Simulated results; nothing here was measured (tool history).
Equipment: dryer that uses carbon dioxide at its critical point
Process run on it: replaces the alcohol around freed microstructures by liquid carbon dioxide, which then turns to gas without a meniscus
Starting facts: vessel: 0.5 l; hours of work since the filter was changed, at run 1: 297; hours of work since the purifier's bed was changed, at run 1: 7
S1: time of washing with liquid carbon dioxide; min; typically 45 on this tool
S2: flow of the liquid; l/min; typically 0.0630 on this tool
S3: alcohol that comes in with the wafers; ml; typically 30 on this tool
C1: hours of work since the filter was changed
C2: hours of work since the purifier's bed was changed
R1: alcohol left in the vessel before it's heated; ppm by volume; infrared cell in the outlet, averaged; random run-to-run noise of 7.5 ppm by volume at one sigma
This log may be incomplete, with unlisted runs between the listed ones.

run 1 hour=0.0 | S1=45 S2=0.0630 S3=30 | C1=297 C2=7 | R1=667
-- hour=2.7 inlet filter changed
run 2 hour=6.1 | S1=45 S2=0.0630 S3=30 | C1=2 C2=11 | R1=376
run 3 hour=15.1 | S1=45 S2=0.0630 S3=30 | C1=8 C2=17 | R1=393
run 4 hour=22.1 | S1=45 S2=0.0630 S3=47 | C1=13 C2=22 | R1=610
run 5 hour=32.4 | S1=45 S2=0.0630 S3=114 | C1=20 C2=29 | R1=1482
run 6 hour=41.0 | S1=45 S2=0.0630 S3=114 | C1=26 C2=35 | R1=1499
run 7 hour=48.4 | S1=45 S2=0.0630 S3=29 | C1=31 C2=40 | R1=394
run 8 hour=53.6 | S1=45 S2=0.0630 S3=30 | C1=35 C2=43 | R1=414
run 9 hour=60.4 | S1=45 S2=0.0630 S3=30 | C1=39 C2=48 | R1=414
run 10 hour=69.7 | S1=45 S2=0.0630 S3=30 | C1=45 C2=54 | R1=422
run 11 hour=77.3 | S1=45 S2=0.0630 S3=30 | C1=51 C2=59 | R1=431
run 12 hour=85.9 | S1=45 S2=0.0630 S3=30 | C1=56 C2=65 | R1=436
run 13 hour=95.3 | S1=45 S2=0.0630 S3=30 | C1=63 C2=71 | R1=430
run 14 hour=101.9 | S1=45 S2=0.0630 S3=30 | C1=67 C2=76 | R1=437
run 15 hour=108.6 | S1=45 S2=0.0630 S3=30 | C1=72 C2=80 | R1=454
run 16 hour=120.8 | S1=45 S2=0.0630 S3=30 | C1=80 C2=89 | R1=440
run 17 hour=132.8 | S1=45 S2=0.0630 S3=21 | C1=88 C2=97 | R1=334
run 18 hour=138.3 | S1=30 S2=0.0636 S3=29 | C1=92 C2=100 | R1=2086
run 19 hour=149.4 | S1=30 S2=0.0636 S3=29 | C1=99 C2=108 | R1=2159
run 20 hour=161.1 | S1=30 S2=0.0636 S3=29 | C1=107 C2=116 | R1=2213
run 21 hour=170.8 | S1=30 S2=0.0636 S3=29 | C1=114 C2=122 | R1=2250
run 22 hour=181.5 | S1=30 S2=0.0636 S3=29 | C1=121 C2=130 | R1=2262
run 23 hour=188.9 | S1=30 S2=0.0636 S3=29 | C1=126 C2=135 | R1=2234
run 24 hour=199.0 | S1=41 S2=0.0469 S3=66 | C1=133 C2=142 | R1=5070
run 25 hour=207.2 | S1=41 S2=0.0469 S3=66 | C1=138 C2=147 | R1=5117
run 26 hour=212.6 | S1=38 S2=0.0559 S3=20 | C1=142 C2=151 | R1=1128
run 27 hour=218.7 | S1=42 S2=0.1063 S3=30 | C1=146 C2=155 | R1=62
run 28 hour=225.8 | S1=50 S2=0.1063 S3=33 | C1=151 C2=160 | R1=47
run 29 hour=233.3 | S1=66 S2=0.1063 S3=21 | C1=156 C2=165 | R1=35
run 30 hour=241.5 | S1=66 S2=0.0978 S3=64 | C1=162 C2=170 | R1=48
run 31 hour=253.7 | S1=32 S2=0.0421 S3=93 | C1=170 C2=179 | R1=19805

Predict each of these 3 candidate next runs independently; none follows another, all start after run 31:
run A hour=264.9 | S1=41 S2=0.0694 S3=63 | C1=178 C2=186 | R1=?
run B hour=264.9 | S1=45 S2=0.0414 S3=30 | C1=178 C2=186 | R1=?
run C hour=264.9 | S1=45 S2=0.0686 S3=38 | C1=178 C2=186 | R1=?

run=A R1=1109
run=B R1=2755
run=C R1=479
Take away the tool's hidden state, keep each run's random variation, and the runs would have read:
run=A R1=748
run=B R1=2157
run=C R1=301
